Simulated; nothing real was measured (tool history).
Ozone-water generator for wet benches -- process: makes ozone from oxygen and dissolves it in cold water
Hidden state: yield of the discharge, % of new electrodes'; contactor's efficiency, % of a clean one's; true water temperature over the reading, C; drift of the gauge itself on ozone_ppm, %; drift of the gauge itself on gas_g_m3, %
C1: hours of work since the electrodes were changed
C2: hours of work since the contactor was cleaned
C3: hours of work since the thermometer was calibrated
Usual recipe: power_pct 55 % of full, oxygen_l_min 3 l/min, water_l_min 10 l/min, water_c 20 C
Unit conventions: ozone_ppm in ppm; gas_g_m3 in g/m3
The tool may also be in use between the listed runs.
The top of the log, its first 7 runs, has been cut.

Run 8, hour 298.2: usual settings; C1 1373; C2 466; C3 938. Result: ozone_ppm 16 ppm, gas_g_m3 133.4 g/m3.
Run 9, hour 363: usual settings; C1 1414; C2 507; C3 978. Result: ozone_ppm 15.9 ppm, gas_g_m3 137.2 g/m3.
Run 10, hour 402.8: usual settings but oxygen_l_min 4.59 l/min; C1 1439; C2 532; C3 1003. Result: ozone_ppm 14.7 ppm, gas_g_m3 102 g/m3.
Run 11, hour 437.4: usual settings but oxygen_l_min 4.59 l/min; C1 1460; C2 553; C3 1025. Result: ozone_ppm 14.6 ppm, gas_g_m3 101.1 g/m3.
Run 12, hour 474.9: usual settings but oxygen_l_min 4.59 l/min; C1 1484; C2 577; C3 1049. Result: ozone_ppm 14.4 ppm, gas_g_m3 101.6 g/m3.
Run 13, hour 513.2: usual settings but oxygen_l_min 4.59 l/min; C1 1508; C2 601; C3 1073. Result: ozone_ppm 14.4 ppm, gas_g_m3 101.4 g/m3.
Run 14, hour 542.2: usual settings but power_pct 75 % of full; C1 1526; C2 619; C3 1091. Result: ozone_ppm 19.2 ppm, gas_g_m3 163.5 g/m3.
Run 15, hour 594.1: usual settings but power_pct 75 % of full; C1 1559; C2 652; C3 1124. Result: ozone_ppm 19.6 ppm, gas_g_m3 162.3 g/m3.
Run 16, hour 628.8: usual settings but power_pct 46 % of full; C1 1581; C2 674; C3 1145. Result: ozone_ppm 14 ppm, gas_g_m3 119.3 g/m3.
Run 17, hour 684.9: usual settings but power_pct 46 % of full, water_l_min 12 l/min; C1 1616; C2 709; C3 1181. Result: ozone_ppm 12.5 ppm, gas_g_m3 119.9 g/m3.
Run 18, hour 735.2: usual settings but power_pct 46 % of full, water_l_min 12 l/min; C1 1648; C2 741; C3 1212. Result: ozone_ppm 12.6 ppm, gas_g_m3 119.9 g/m3.
Run 19, hour 797.3: usual settings but power_pct 95 % of full, water_c 12 C; C1 1687; C2 780; C3 1251. Result: ozone_ppm 25.2 ppm, gas_g_m3 189.4 g/m3.
Run 20, hour 830.7: usual settings but power_pct 95 % of full, water_c 12 C; C1 1708; C2 801; C3 1272. Result: ozone_ppm 25 ppm, gas_g_m3 188.6 g/m3.
Run 21, hour 867.3: usual settings but oxygen_l_min 2.79 l/min, water_c 28 C; C1 1731; C2 824; C3 1296. Result: ozone_ppm 14 ppm, gas_g_m3 140 g/m3.
Run 22, hour 913.2: usual settings but oxygen_l_min 2.86 l/min, water_c 24 C; C1 1760; C2 853; C3 1324. Result: ozone_ppm 14.6 ppm, gas_g_m3 137.5 g/m3.
Run 23, hour 952.4: usual settings but power_pct 41 % of full; C1 1784; C2 877; C3 1349. Result: ozone_ppm 12.9 ppm, gas_g_m3 110.4 g/m3.
Run 24, hour 997.4: usual settings but power_pct 60 % of full, oxygen_l_min 2.89 l/min, water_l_min 6 l/min, water_c 25 C; C1 1813; C2 906; C3 1377. Result: ozone_ppm 20.1 ppm, gas_g_m3 143.2 g/m3.
Run 25, hour 1043.7: usual settings but power_pct 43 % of full; C1 1842; C2 935; C3 1406. Result: ozone_ppm 13.5 ppm, gas_g_m3 113.9 g/m3.
Run 26, hour 1086.8: usual settings but power_pct 43 % of full; C1 1869; C2 962; C3 1434. Result: ozone_ppm 13.1 ppm, gas_g_m3 114.2 g/m3.
Run 27, hour 1146.5: usual settings but power_pct 59 % of full, oxygen_l_min 3.14 l/min, water_c 13 C; C1 1906; C2 1000; C3 1471. Result: ozone_ppm 18 ppm, gas_g_m3 134.9 g/m3.
Run 28, hour 1200: usual settings but power_pct 48 % of full, oxygen_l_min 1.99 l/min, water_l_min 13 l/min, water_c 27 C; C1 1940; C2 1033; C3 1505. Result: ozone_ppm 11.3 ppm, gas_g_m3 159.1 g/m3.
Run 29, hour 1256.1: usual settings but power_pct 48 % of full, oxygen_l_min 1.99 l/min, water_l_min 13 l/min, water_c 27 C; C1 1975; C2 1068; C3 1540. Result: ozone_ppm 11.2 ppm, gas_g_m3 160.3 g/m3.
Run 30, hour 1316.2: usual settings but power_pct 48 % of full, oxygen_l_min 1.99 l/min, water_l_min 13 l/min, water_c 27 C; C1 2013; C2 1106; C3 1578. Result: ozone_ppm 11.3 ppm, gas_g_m3 158.9 g/m3.
Run 31, hour 1352.7: usual settings but power_pct 48 % of full, oxygen_l_min 1.99 l/min, water_l_min 13 l/min, water_c 27 C; C1 2036; C2 1129; C3 1601. Result: ozone_ppm 10.9 ppm, gas_g_m3 159 g/m3.
Run 32, hour 1389.9: usual settings but oxygen_l_min 2.5 l/min, water_c 18 C; C1 2060; C2 1153; C3 1624. Result: ozone_ppm 16 ppm, gas_g_m3 148.7 g/m3.

Here are 5 independent what-if runs from the current tool condition. What would each one return?
Run A, hour 1436.5: usual settings but oxygen_l_min 2.5 l/min, water_l_min 8 l/min, water_c 18 C; C1 2089; C2 1182; C3 1654. Result: ozone_ppm ?, gas_g_m3 ?.
Run B, hour 1436.5: usual settings but water_l_min 9 l/min, water_c 14 C; C1 2089; C2 1182; C3 1654. Result: ozone_ppm ?, gas_g_m3 ?.
Run C, hour 1436.5: usual settings but power_pct 63 % of full, oxygen_l_min 2.48 l/min, water_c 27 C; C1 2089; C2 1182; C3 1654. Result: ozone_ppm ?, gas_g_m3 ?.
Run D, hour 1436.5: usual settings but power_pct 100 % of full, oxygen_l_min 2.5 l/min, water_c 22 C; C1 2089; C2 1182; C3 1654. Result: ozone_ppm ?, gas_g_m3 ?.
Run E, hour 1436.5: usual settings but water_l_min 8 l/min; C1 2089; C2 1182; C3 1654. Result: ozone_ppm ?, gas_g_m3 ?.

run  ozone_ppm  gas_g_m3
  A       18.9     148.2
  B       18.2     131.1
  C       15.4     163.6
  D       22.2     214.7
  E       17.6     130.2
The same runs, with their run-to-run variation unchanged, on a tool lacking any hidden condition would have given:
run  ozone_ppm  gas_g_m3
  A         21     161.2
  B       20.2     142.6
  C       17.3     179.4
  D       25.6     242.6
  E       19.5     141.7
